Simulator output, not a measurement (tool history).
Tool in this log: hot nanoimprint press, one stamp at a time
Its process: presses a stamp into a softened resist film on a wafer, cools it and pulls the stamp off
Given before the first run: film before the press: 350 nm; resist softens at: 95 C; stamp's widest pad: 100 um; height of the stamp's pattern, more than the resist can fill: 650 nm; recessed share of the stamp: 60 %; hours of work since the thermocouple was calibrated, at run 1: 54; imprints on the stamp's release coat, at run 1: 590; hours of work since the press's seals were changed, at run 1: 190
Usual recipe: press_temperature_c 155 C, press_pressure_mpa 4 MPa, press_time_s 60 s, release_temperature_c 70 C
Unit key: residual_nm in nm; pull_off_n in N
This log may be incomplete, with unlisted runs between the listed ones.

| run | hour | press_temperature_c | press_pressure_mpa | press_time_s | release_temperature_c | hours of work since the thermocouple was calibrated | imprints on the stamp's release coat | hours of work since the press's seals were changed | residual_nm | pull_off_n |
|---|---|---|---|---|---|---|---|---|---|---|
| 1 | 0 | 155 | 4 | 60 | 70 | 54 | 590 | 190 | 127.6 | 218 |
| 2 | 7.7 | 155 | 4 | 60 | 63 | 59 | 605 | 195 | 127.9 | 231 |
| 3 | 11.7 | 155 | 4 | 60 | 70 | 61 | 613 | 197 | 127.9 | 217 |
| 4 | 17.9 | 155 | 4 | 60 | 70 | 65 | 626 | 201 | 127.6 | 217 |
| 5 | 22.5 | 155 | 4 | 52 | 70 | 68 | 635 | 204 | 134.5 | 219 |
| 6 | 29 | 155 | 4 | 37 | 70 | 73 | 648 | 209 | 152.4 | 222 |
| 7 | 34.6 | 164 | 4 | 97 | 56 | 76 | 659 | 212 | 60.4 | 246 |
| 8 | 38.6 | 164 | 4 | 97 | 56 | 79 | 667 | 215 | 60.4 | 244 |
| 9 | 45.7 | 155 | 2.52 | 72 | 70 | 84 | 681 | 220 | 151.2 | 222 |
| 10 | 51.2 | 154 | 3.84 | 60 | 70 | 87 | 692 | 223 | 138.3 | 221 |

What if the next run were any one of these 5? Each begins from the tool's condition after run 10:
| A | 56.1 | 157 | 2.55 | 60 | 70 | 90 | 701 | 227 | ? | ? |
| B | 56.1 | 163 | 4 | 47 | 70 | 90 | 701 | 227 | ? | ? |
| C | 56.1 | 154 | 3.84 | 36 | 70 | 90 | 701 | 227 | ? | ? |
| D | 56.1 | 154 | 3.84 | 72 | 66 | 90 | 701 | 227 | ? | ? |
| E | 56.1 | 160 | 3.4 | 60 | 70 | 90 | 701 | 227 | ? | ? |

| run | residual_nm | pull_off_n |
|---|---|---|
| A | 142.4 | 225 |
| B | 85.8 | 224 |
| C | 166 | 222 |
| D | 129.5 | 228 |
| E | 101.7 | 221 |
What these runs would have given with no unlogged condition in the tool:
| run | residual_nm | pull_off_n |
|---|---|---|
| A | 143.3 | 188 |
| B | 86.2 | 188 |
| C | 166.9 | 186 |
| D | 130.2 | 191 |
| E | 102.3 | 184 |
